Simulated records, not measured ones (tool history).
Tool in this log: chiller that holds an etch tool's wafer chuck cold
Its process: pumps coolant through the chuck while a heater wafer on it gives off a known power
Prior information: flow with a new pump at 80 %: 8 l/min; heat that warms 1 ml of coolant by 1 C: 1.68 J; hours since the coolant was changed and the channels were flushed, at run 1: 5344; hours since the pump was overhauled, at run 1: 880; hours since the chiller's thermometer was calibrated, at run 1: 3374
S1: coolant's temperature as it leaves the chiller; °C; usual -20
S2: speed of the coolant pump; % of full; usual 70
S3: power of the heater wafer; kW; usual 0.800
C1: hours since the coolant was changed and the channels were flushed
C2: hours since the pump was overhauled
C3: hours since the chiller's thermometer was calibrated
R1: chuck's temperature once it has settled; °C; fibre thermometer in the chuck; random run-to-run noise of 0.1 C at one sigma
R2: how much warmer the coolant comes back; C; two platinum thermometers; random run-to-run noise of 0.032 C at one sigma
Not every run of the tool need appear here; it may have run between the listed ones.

{"run": 1, "hour": 0.0, "S1": -20, "S2": 70, "S3": 0.8, "C1": 5344, "C2": 880, "C3": 3374, "R1": -12.4, "R2": 4.07}
{"run": 2, "hour": 66.0, "S1": -20, "S2": 70, "S3": 0.8, "C1": 5410, "C2": 946, "C3": 3440, "R1": -12.6, "R2": 4.09}
{"run": 3, "hour": 115.5, "S1": -20, "S2": 70, "S3": 0.8, "C1": 5460, "C2": 996, "C3": 3490, "R1": -12.6, "R2": 4.04}
{"run": 4, "hour": 161.1, "S1": -20, "S2": 70, "S3": 0.8, "C1": 5505, "C2": 1041, "C3": 3535, "R1": -12.6, "R2": 4.08}
{"run": 5, "hour": 238.8, "S1": -20, "S2": 70, "S3": 0.8, "C1": 5583, "C2": 1119, "C3": 3613, "R1": -12.7, "R2": 4.07}
{"run": 6, "hour": 286.4, "S1": -20, "S2": 70, "S3": 0.8, "C1": 5631, "C2": 1166, "C3": 3661, "R1": -12.5, "R2": 4.02}
{"run": 7, "hour": 347.1, "S1": -20, "S2": 66, "S3": 0.8, "C1": 5691, "C2": 1227, "C3": 3721, "R1": -12.1, "R2": 4.23}
{"run": 8, "hour": 428.1, "S1": -24, "S2": 91, "S3": 0.8, "C1": 5772, "C2": 1308, "C3": 3802, "R1": -17.8, "R2": 3.02}
{"run": 9, "hour": 470.9, "S1": -24, "S2": 91, "S3": 0.8, "C1": 5815, "C2": 1351, "C3": 3845, "R1": -17.9, "R2": 3.08}
{"run": 10, "hour": 515.9, "S1": -26, "S2": 84, "S3": 1.074, "C1": 5860, "C2": 1396, "C3": 3890, "R1": -17.2, "R2": 4.53}
{"run": 11, "hour": 590.7, "S1": -20, "S2": 73, "S3": 0.976, "C1": 5935, "C2": 1471, "C3": 3965, "R1": -11.2, "R2": 4.66}

Alternative continuations, all from the tool just after run 11; predict every row:
{"run": "A", "hour": 644.3, "S1": -30, "S2": 70, "S3": 0.8, "C1": 5989, "C2": 1524, "C3": 4019, "R1": "?", "R2": "?"}
{"run": "B", "hour": 644.3, "S1": -30, "S2": 89, "S3": 0.8, "C1": 5989, "C2": 1524, "C3": 4019, "R1": "?", "R2": "?"}
{"run": "C", "hour": 644.3, "S1": -16, "S2": 75, "S3": 0.625, "C1": 5989, "C2": 1524, "C3": 4019, "R1": "?", "R2": "?"}
{"run": "D", "hour": 644.3, "S1": -16, "S2": 73, "S3": 0.606, "C1": 5989, "C2": 1524, "C3": 4019, "R1": "?", "R2": "?"}
{"run": "E", "hour": 644.3, "S1": -27, "S2": 93, "S3": 0.649, "C1": 5989, "C2": 1524, "C3": 4019, "R1": "?", "R2": "?"}

run=A R1=-22.6 R2=3.91
run=B R1=-23.6 R2=3.14
run=C R1=-10.6 R2=2.89
run=D R1=-10.4 R2=2.85
run=E R1=-21.9 R2=2.45
Had the tool no hidden state, the same runs would have come out as:
run=A R1=-22.7 R2=4.02
run=B R1=-23.6 R2=3.26
run=C R1=-10.6 R2=3.01
run=D R1=-10.4 R2=2.97
run=E R1=-21.9 R2=2.57
